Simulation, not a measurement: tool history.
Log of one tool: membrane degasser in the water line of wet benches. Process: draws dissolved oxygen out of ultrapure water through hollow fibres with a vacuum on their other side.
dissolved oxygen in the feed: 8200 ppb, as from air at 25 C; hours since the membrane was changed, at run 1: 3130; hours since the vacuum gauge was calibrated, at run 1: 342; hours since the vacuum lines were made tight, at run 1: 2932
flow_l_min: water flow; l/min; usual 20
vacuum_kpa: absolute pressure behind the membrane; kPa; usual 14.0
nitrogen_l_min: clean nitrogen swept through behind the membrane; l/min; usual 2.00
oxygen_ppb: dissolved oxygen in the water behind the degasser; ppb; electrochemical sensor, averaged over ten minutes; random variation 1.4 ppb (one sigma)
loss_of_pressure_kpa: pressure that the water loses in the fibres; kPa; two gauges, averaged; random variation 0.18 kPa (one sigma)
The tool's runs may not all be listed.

run	day	flow_l_min	vacuum_kpa	nitrogen_l_min	hours since the membrane was changed	hours since the vacuum gauge was calibrated	hours since the vacuum lines were made tight	oxygen_ppb	loss_of_pressure_kpa
1	0.000	20	14.0	2.00	3130	342	2932	269.3	34.29
2	6.104	20	14.0	2.00	3277	488	3079	271.6	34.01
3	11.888	20	14.0	2.00	3415	627	3217	270.7	34.28
4	16.612	20	14.0	2.00	3529	741	3331	269.8	34.47
5	21.729	20	14.0	2.00	3652	863	3454	272.9	34.42
6	25.833	20	14.0	2.00	3750	962	3552	272.6	34.39
7	31.508	20	14.0	1.23	3886	1098	3688	408.5	34.32
8	37.012	20	14.0	1.23	4018	1230	3820	411.3	34.53
9	42.992	18	14.0	2.00	4162	1374	3964	242.0	30.94
10	48.275	20	14.0	2.00	4289	1501	4091	273.5	34.54
11	51.988	20	14.0	2.00	4378	1590	4180	275.7	34.74
12	55.525	20	14.0	1.75	4463	1675	4265	306.6	34.82
13	59.433	24	14.0	2.00	4556	1768	4358	330.0	41.75
14	65.392	14	14.0	2.00	4699	1911	4501	192.4	24.36
15	68.783	14	14.0	2.00	4781	1993	4583	190.7	24.25
16	72.521	20	14.0	2.00	4870	2082	4673	277.7	35.18
17	75.617	20	14.0	2.00	4945	2157	4747	276.8	34.85
# day 76.250: vacuum gauge calibrated
18	79.375	20	14.0	1.71	5034	75	4837	317.9	34.65
19	84.717	20	10.8	1.71	5163	203	4965	234.9	35.01
# day 88.900: vacuum gauge calibrated, once more
20	88.900	20	10.8	1.71	5263	0	5065	227.9	34.77
# day 93.092: seals of the vacuum lines changed
21	93.383	24	14.2	3.35	5368	106	7	221.5	41.91
22	99.771	16	14.0	2.00	5521	259	160	213.2	28.04
23	105.817	20	23.0	1.74	5667	404	305	525.3	35.10
24	109.167	20	23.0	1.74	5747	484	386	521.4	35.03
25	114.450	20	23.0	1.74	5874	611	513	526.9	35.08
26	118.262	20	23.0	1.74	5965	703	604	529.1	35.16
27	122.988	13	11.7	1.56	6079	816	718	175.6	22.76
28	127.317	13	11.7	1.56	6183	920	821	174.3	22.72
29	132.683	17	8.9	2.20	6311	1049	950	120.9	30.00
30	139.350	27	14.0	2.21	6471	1209	1110	352.7	47.42
31	143.462	15	14.0	3.91	6570	1308	1209	111.3	26.28
32	147.729	19	14.0	5.99	6672	1410	1311	105.5	33.43

Forecast each of these 3 alternatives for the next run:
A	151.279	19	9.8	3.81	6758	1495	1396	?	?
B	151.279	14	11.2	2.00	6758	1495	1396	?	?
C	151.279	15	12.8	2.00	6758	1495	1396	?	?

run	oxygen_ppb	loss_of_pressure_kpa
A	102.3	33.61
B	144.1	24.97
C	183.5	26.56
Without the tool's hidden state the same runs would have given:
run	oxygen_ppb	loss_of_pressure_kpa
A	93.9	31.76
B	137.9	23.61
C	176.4	25.10
